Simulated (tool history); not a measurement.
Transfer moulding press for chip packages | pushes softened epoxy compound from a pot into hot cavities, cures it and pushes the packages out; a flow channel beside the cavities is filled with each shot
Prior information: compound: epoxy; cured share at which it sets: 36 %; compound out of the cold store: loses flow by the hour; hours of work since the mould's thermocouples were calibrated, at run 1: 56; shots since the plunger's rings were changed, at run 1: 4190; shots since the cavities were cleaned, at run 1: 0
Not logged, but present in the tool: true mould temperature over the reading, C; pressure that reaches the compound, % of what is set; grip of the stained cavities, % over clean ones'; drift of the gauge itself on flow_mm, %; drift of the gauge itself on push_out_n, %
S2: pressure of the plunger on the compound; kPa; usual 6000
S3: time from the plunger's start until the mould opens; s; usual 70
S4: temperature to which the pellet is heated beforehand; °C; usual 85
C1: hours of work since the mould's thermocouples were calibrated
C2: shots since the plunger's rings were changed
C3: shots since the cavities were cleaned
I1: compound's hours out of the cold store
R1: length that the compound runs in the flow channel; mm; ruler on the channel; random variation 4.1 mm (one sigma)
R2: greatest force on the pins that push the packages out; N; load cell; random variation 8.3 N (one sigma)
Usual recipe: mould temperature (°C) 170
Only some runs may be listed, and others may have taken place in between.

{"run": 1, "hour": 0.0, "mould temperature (°C)": 170, "S2": 6000, "S3": 70, "S4": 85, "C1": 56, "C2": 4190, "C3": 0, "I1": 30.6, "R1": 734, "R2": 356}
{"run": 2, "hour": 29.3, "mould temperature (°C)": 170, "S2": 6000, "S3": 70, "S4": 85, "C1": 74, "C2": 4565, "C3": 375, "I1": 42.3, "R1": 685, "R2": 635}
{"hour": 34.3, "done": "cavities cleaned with cleaning compound and waxed"}
{"run": 3, "hour": 52.9, "mould temperature (°C)": 170, "S2": 6000, "S3": 70, "S4": 90, "C1": 87, "C2": 4849, "C3": 238, "I1": 32.7, "R1": 712, "R2": 539}
{"hour": 68.9, "done": "cavities cleaned with cleaning compound and waxed"}
{"run": 4, "hour": 69.0, "mould temperature (°C)": 170, "S2": 6000, "S3": 70, "S4": 90, "C1": 95, "C2": 5036, "C3": 1, "I1": 20.3, "R1": 762, "R2": 367}
{"run": 5, "hour": 96.3, "mould temperature (°C)": 170, "S2": 6000, "S3": 70, "S4": 85, "C1": 112, "C2": 5386, "C3": 351, "I1": 32.9, "R1": 718, "R2": 624}
{"hour": 102.4, "done": "cavities cleaned with cleaning compound and waxed"}
{"run": 6, "hour": 124.1, "mould temperature (°C)": 170, "S2": 6000, "S3": 70, "S4": 85, "C1": 127, "C2": 5723, "C3": 278, "I1": 44.0, "R1": 672, "R2": 595}
{"hour": 137.8, "done": "cavities cleaned with cleaning compound and waxed"}
{"run": 7, "hour": 153.7, "mould temperature (°C)": 170, "S2": 6000, "S3": 70, "S4": 85, "C1": 144, "C2": 6084, "C3": 204, "I1": 23.5, "R1": 733, "R2": 538}
{"hour": 173.8, "done": "cavities cleaned with cleaning compound and waxed"}
{"hour": 186.3, "done": "plunger's sealing rings changed"}
{"run": 8, "hour": 186.3, "mould temperature (°C)": 170, "S2": 6000, "S3": 70, "S4": 85, "C1": 161, "C2": 0, "C3": 128, "I1": 25.8, "R1": 784, "R2": 522}
{"hour": 210.3, "done": "cavities cleaned with cleaning compound and waxed"}
{"run": 9, "hour": 213.0, "mould temperature (°C)": 170, "S2": 6000, "S3": 70, "S4": 85, "C1": 176, "C2": 323, "C3": 35, "I1": 36.7, "R1": 743, "R2": 414}
{"run": 10, "hour": 229.1, "mould temperature (°C)": 170, "S2": 6000, "S3": 70, "S4": 85, "C1": 185, "C2": 529, "C3": 241, "I1": 17.6, "R1": 819, "R2": 575}
{"hour": 244.8, "done": "cavities cleaned with cleaning compound and waxed"}
{"run": 11, "hour": 250.1, "mould temperature (°C)": 170, "S2": 6000, "S3": 70, "S4": 85, "C1": 197, "C2": 779, "C3": 67, "I1": 13.9, "R1": 828, "R2": 466}
{"run": 12, "hour": 275.0, "mould temperature (°C)": 170, "S2": 6000, "S3": 70, "S4": 85, "C1": 211, "C2": 1099, "C3": 387, "I1": 26.2, "R1": 771, "R2": 652}
{"hour": 280.1, "done": "cavities cleaned with cleaning compound and waxed"}
{"run": 13, "hour": 300.1, "mould temperature (°C)": 170, "S2": 6000, "S3": 70, "S4": 85, "C1": 225, "C2": 1400, "C3": 255, "I1": 20.2, "R1": 802, "R2": 589}
{"hour": 314.0, "done": "cavities cleaned with cleaning compound and waxed"}
{"run": 14, "hour": 314.0, "mould temperature (°C)": 170, "S2": 6000, "S3": 70, "S4": 85, "C1": 233, "C2": 1559, "C3": 0, "I1": 40.3, "R1": 723, "R2": 367}
{"run": 15, "hour": 337.6, "mould temperature (°C)": 176, "S2": 4740, "S3": 70, "S4": 78, "C1": 247, "C2": 1862, "C3": 303, "I1": 25.9, "R1": 665, "R2": 521}
{"hour": 348.5, "done": "cavities cleaned with cleaning compound and waxed"}
{"run": 16, "hour": 367.7, "mould temperature (°C)": 176, "S2": 4640, "S3": 55, "S4": 80, "C1": 263, "C2": 2229, "C3": 246, "I1": 35.6, "R1": 631, "R2": 653}
{"hour": 382.8, "done": "cavities cleaned with cleaning compound and waxed"}
{"run": 17, "hour": 397.3, "mould temperature (°C)": 176, "S2": 4770, "S3": 55, "S4": 88, "C1": 280, "C2": 2589, "C3": 186, "I1": 36.2, "R1": 637, "R2": 607}
{"run": 18, "hour": 413.9, "mould temperature (°C)": 176, "S2": 4770, "S3": 55, "S4": 88, "C1": 290, "C2": 2802, "C3": 399, "I1": 30.0, "R1": 649, "R2": 736}
{"hour": 417.8, "done": "cavities cleaned with cleaning compound and waxed"}
{"run": 19, "hour": 440.3, "mould temperature (°C)": 176, "S2": 4770, "S3": 55, "S4": 88, "C1": 305, "C2": 3120, "C3": 288, "I1": 35.4, "R1": 635, "R2": 670}
{"hour": 451.9, "done": "cavities cleaned with cleaning compound and waxed"}
{"run": 20, "hour": 456.8, "mould temperature (°C)": 175, "S2": 4530, "S3": 103, "S4": 84, "C1": 313, "C2": 3313, "C3": 63, "I1": 41.5, "R1": 590, "R2": 354}
{"run": 21, "hour": 476.5, "mould temperature (°C)": 170, "S2": 5620, "S3": 77, "S4": 85, "C1": 325, "C2": 3565, "C3": 315, "I1": 33.3, "R1": 704, "R2": 584}
{"hour": 486.3, "done": "cavities cleaned with cleaning compound and waxed"}
{"run": 22, "hour": 495.3, "mould temperature (°C)": 167, "S2": 5910, "S3": 73, "S4": 88, "C1": 335, "C2": 3787, "C3": 116, "I1": 29.5, "R1": 746, "R2": 522}

Forecast run 23:
{"run": 23, "hour": 509.3, "mould temperature (°C)": 167, "S2": 5910, "S3": 73, "S4": 88, "C1": 344, "C2": 3967, "C3": 296, "I1": 26.6, "R1": "?", "R2": "?"}

{"run 23": {"R1": 754, "R2": 672}}
On a tool with no hidden condition, and with the same random variation, this run would have come out at R1 790 mm, R2 393 N.
